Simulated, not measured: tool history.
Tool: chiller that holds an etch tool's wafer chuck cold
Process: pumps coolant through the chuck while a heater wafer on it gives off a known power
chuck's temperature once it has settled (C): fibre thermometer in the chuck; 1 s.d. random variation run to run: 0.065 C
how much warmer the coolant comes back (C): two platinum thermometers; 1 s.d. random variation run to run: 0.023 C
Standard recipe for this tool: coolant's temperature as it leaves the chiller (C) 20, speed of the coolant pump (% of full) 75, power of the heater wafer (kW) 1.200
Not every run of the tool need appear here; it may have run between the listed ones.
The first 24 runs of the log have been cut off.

run    hour  coolant's temperature as it leaves the chiller (C)  speed of the coolant pump (% of full)  power of the heater wafer (kW)  chuck's temperature once it has settled (C)  how much warmer the coolant comes back (C)
 25  1707.7                                                  20                                     99                           1.626                                        28.94                                        3.30
 26  1754.6                                                  20                                     99                           1.626                                        28.94                                        3.34
 27  1820.1                                                  30                                     99                           1.626                                        38.90                                        3.31
 28  1901.6                                                  23                                     94                           0.633                                        26.62                                        1.31
 29  2004.5                                                  20                                     74                           0.689                                        24.56                                        1.88
 30  2069.5                                                  20                                     70                           1.502                                        30.24                                        4.39
 31  2167.9                                                  11                                     70                           1.670                                        22.40                                        4.90
 32  2264.5                                                  12                                     75                           0.685                                        16.51                                        1.87
 33  2362.6                                                  10                                     62                           1.344                                        20.05                                        4.46

Forecast each of these 3 alternatives for the next run:
  A  2446.0                                                  20                                     88                           1.739                                            ?                                           ?
  B  2446.0                                                  13                                     75                           1.200                                            ?                                           ?
  C  2446.0                                                  20                                     82                           0.936                                            ?                                           ?

run  chuck's temperature once it has settled (C)  how much warmer the coolant comes back (C)
  A                                        30.49                                        3.99
  B                                        20.94                                        3.29
  C                                        25.87                                        2.30
With the hidden condition removed and each run's random variation left untouched, the same runs would have given:
run  chuck's temperature once it has settled (C)  how much warmer the coolant comes back (C)
  A                                        29.80                                        3.64
  B                                        20.40                                        3.00
  C                                        25.48                                        2.10

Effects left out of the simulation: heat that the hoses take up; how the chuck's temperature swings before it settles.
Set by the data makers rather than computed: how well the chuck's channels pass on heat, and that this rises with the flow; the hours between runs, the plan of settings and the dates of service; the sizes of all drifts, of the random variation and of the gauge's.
